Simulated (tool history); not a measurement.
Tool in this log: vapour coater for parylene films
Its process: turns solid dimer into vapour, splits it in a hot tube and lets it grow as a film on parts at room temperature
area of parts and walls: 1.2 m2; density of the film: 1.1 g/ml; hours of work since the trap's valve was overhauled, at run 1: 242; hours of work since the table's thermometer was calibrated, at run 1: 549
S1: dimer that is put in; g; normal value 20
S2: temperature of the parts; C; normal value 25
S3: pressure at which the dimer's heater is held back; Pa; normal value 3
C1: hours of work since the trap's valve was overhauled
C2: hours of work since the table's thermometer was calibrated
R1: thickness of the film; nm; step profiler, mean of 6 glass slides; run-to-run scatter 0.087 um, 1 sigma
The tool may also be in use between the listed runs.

| run | hour | S1 | S2 | S3 | C1 | C2 | R1 |
|---|---|---|---|---|---|---|---|
| 1 | 0 | 20 | 25 | 3 | 242 | 549 | 12120 |
| 2 | 11.2 | 20 | 25 | 3 | 250 | 557 | 12040 |
| 3 | 22.5 | 20 | 25 | 3 | 259 | 565 | 12070 |
| 4 | 44.8 | 20 | 25 | 3 | 275 | 581 | 12090 |
| 5 | 69.3 | 20 | 25 | 3 | 293 | 599 | 12110 |
| 6 | 86.7 | 20 | 25 | 3 | 306 | 612 | 12030 |
| 7 | 106 | 20 | 25 | 3 | 320 | 626 | 11770 |
| 8 | 117.7 | 20 | 25 | 3 | 328 | 635 | 11810 |
| 9 | 139.3 | 20 | 25 | 2.02 | 344 | 651 | 12930 |
| 10 | 164.4 | 20 | 25 | 3 | 363 | 669 | 11740 |
| 11 | 180.3 | 20 | 25 | 11.01 | 374 | 681 | 8630 |
| 12 | 193.7 | 20 | 25 | 11.01 | 384 | 691 | 8640 |
| 13 | 214.9 | 20 | 25 | 11.01 | 400 | 706 | 8690 |
| 14 | 234.7 | 20 | 25 | 3 | 414 | 721 | 11380 |
| 15 | 255.3 | 20 | 25 | 3 | 429 | 736 | 11450 |
| 16 | 270.4 | 20 | 25 | 3 | 440 | 747 | 11470 |
| 17 | 294.4 | 20 | 25 | 3 | 458 | 764 | 11330 |
| 18 | 310.7 | 20 | 25 | 3 | 470 | 776 | 11220 |
|  | 331.4 | trap's valve overhauled |
| 19 | 332.2 | 20 | 19 | 3 | 1 | 789 | 14760 |
| 20 | 355.2 | 22 | 25 | 4.29 | 17 | 806 | 13130 |
| 21 | 369.1 | 23 | 31 | 3 | 28 | 816 | 11400 |
| 22 | 387.2 | 20 | 19 | 3 | 41 | 829 | 14510 |
| 23 | 407.9 | 23 | 31 | 2.74 | 56 | 845 | 11580 |
| 24 | 426.2 | 23 | 31 | 2.74 | 69 | 858 | 11420 |
| 25 | 444.3 | 20 | 20 | 6.7 | 83 | 871 | 13130 |
| 26 | 466.7 | 20 | 20 | 6.7 | 99 | 888 | 13280 |
| 27 | 489.1 | 21 | 25 | 2.82 | 116 | 904 | 13500 |
| 28 | 502.5 | 20 | 25 | 2.05 | 125 | 914 | 13650 |
| 29 | 513.7 | 33 | 26 | 3.49 | 134 | 922 | 19180 |
| 30 | 527.9 | 20 | 25 | 3.68 | 144 | 932 | 12050 |
| 31 | 552.3 | 19 | 22 | 5.15 | 162 | 950 | 11950 |
| 32 | 575.4 | 19 | 22 | 5.15 | 179 | 967 | 11790 |
| 33 | 596.7 | 20 | 28 | 5.9 | 194 | 983 | 9210 |
| 34 | 617.6 | 8 | 21 | 3 | 210 | 998 | 5540 |
| 35 | 636.7 | 11 | 25 | 9.36 | 224 | 1012 | 5180 |

Forecast each of these 4 alternatives for the next run:
| A | 647.6 | 9 | 18 | 2.17 | 232 | 1020 | ? |
| B | 647.6 | 11 | 20 | 3.57 | 232 | 1020 | ? |
| C | 647.6 | 11 | 25 | 9.95 | 232 | 1020 | ? |
| D | 647.6 | 11 | 25 | 10.44 | 232 | 1020 | ? |

| run | R1 |
|---|---|
| A | 6210 |
| B | 7530 |
| C | 5080 |
| D | 5080 |
What these runs would have given with no unlogged condition in the tool:
| run | R1 |
|---|---|
| A | 6700 |
| B | 8120 |
| C | 5370 |
| D | 5370 |

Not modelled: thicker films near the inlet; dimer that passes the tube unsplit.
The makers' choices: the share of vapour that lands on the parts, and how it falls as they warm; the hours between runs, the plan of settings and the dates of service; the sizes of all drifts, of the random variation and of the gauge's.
